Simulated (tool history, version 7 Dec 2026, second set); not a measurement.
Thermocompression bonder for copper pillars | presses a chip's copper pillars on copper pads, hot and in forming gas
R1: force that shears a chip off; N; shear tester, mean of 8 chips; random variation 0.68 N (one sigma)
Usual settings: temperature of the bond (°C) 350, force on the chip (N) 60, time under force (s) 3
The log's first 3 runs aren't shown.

Run 4, hour 77.6: usual settings but force on the chip (N) 43. Result: R1 33.7 N.
Run 5, hour 103.5: usual settings but force on the chip (N) 43. Result: R1 33.9 N.
Run 6, hour 128.9: usual settings but time under force (s) 2. Result: R1 39.5 N.
Run 7, hour 147.8: usual settings but force on the chip (N) 47. Result: R1 36.5 N.
At hour 172: forming gas filter changed.
Run 8, hour 173.7: usual settings but force on the chip (N) 47. Result: R1 36 N.
Run 9, hour 196.9: usual settings but force on the chip (N) 47. Result: R1 36.2 N.
Run 10, hour 218.7: usual settings but force on the chip (N) 47. Result: R1 36.2 N.
Run 11, hour 244.9: usual settings but force on the chip (N) 83. Result: R1 60.5 N.
Run 12, hour 262.8: usual settings but force on the chip (N) 83. Result: R1 58.8 N.
Run 13, hour 288.4: usual settings but temperature of the bond (°C) 332, force on the chip (N) 83. Result: R1 48.9 N.
Run 14, hour 305.4: usual settings but temperature of the bond (°C) 332, force on the chip (N) 83. Result: R1 47.8 N.
Run 15, hour 326.3: usual settings but temperature of the bond (°C) 332, force on the chip (N) 83. Result: R1 48.2 N.
Run 16, hour 349.3: usual settings. Result: R1 45.4 N.
Run 17, hour 379.4: usual settings. Result: R1 45.5 N.
Run 18, hour 406.2: usual settings. Result: R1 45.8 N.
Run 19, hour 432.3: usual settings but time under force (s) 4. Result: R1 50.9 N.
Run 20, hour 446.2: usual settings but time under force (s) 4. Result: R1 51.9 N.
Run 21, hour 460.8: usual settings but time under force (s) 7. Result: R1 61.7 N.
Run 22, hour 489.3: usual settings but temperature of the bond (°C) 352, force on the chip (N) 50, time under force (s) 2. Result: R1 32.9 N.
Run 23, hour 511.4: usual settings but temperature of the bond (°C) 373, force on the chip (N) 70, time under force (s) 2. Result: R1 58.9 N.
Run 24, hour 539.6: usual settings but temperature of the bond (°C) 378, force on the chip (N) 71, time under force (s) 4. Result: R1 77.8 N.
Run 25, hour 555.9: usual settings but temperature of the bond (°C) 337, force on the chip (N) 72, time under force (s) 7. Result: R1 62.5 N.
Run 26, hour 569.9: usual settings but temperature of the bond (°C) 337, force on the chip (N) 72, time under force (s) 7. Result: R1 61.2 N.
Run 27, hour 593.9: usual settings but temperature of the bond (°C) 371, force on the chip (N) 41, time under force (s) 7. Result: R1 58.4 N.

Forecast run 28:
Run 28, hour 618.5: usual settings but force on the chip (N) 63. Result: R1 ?.

{"run 28": {"R1": 47.7}}
Without the tool's hidden state the same run would have given R1 48.1 N.

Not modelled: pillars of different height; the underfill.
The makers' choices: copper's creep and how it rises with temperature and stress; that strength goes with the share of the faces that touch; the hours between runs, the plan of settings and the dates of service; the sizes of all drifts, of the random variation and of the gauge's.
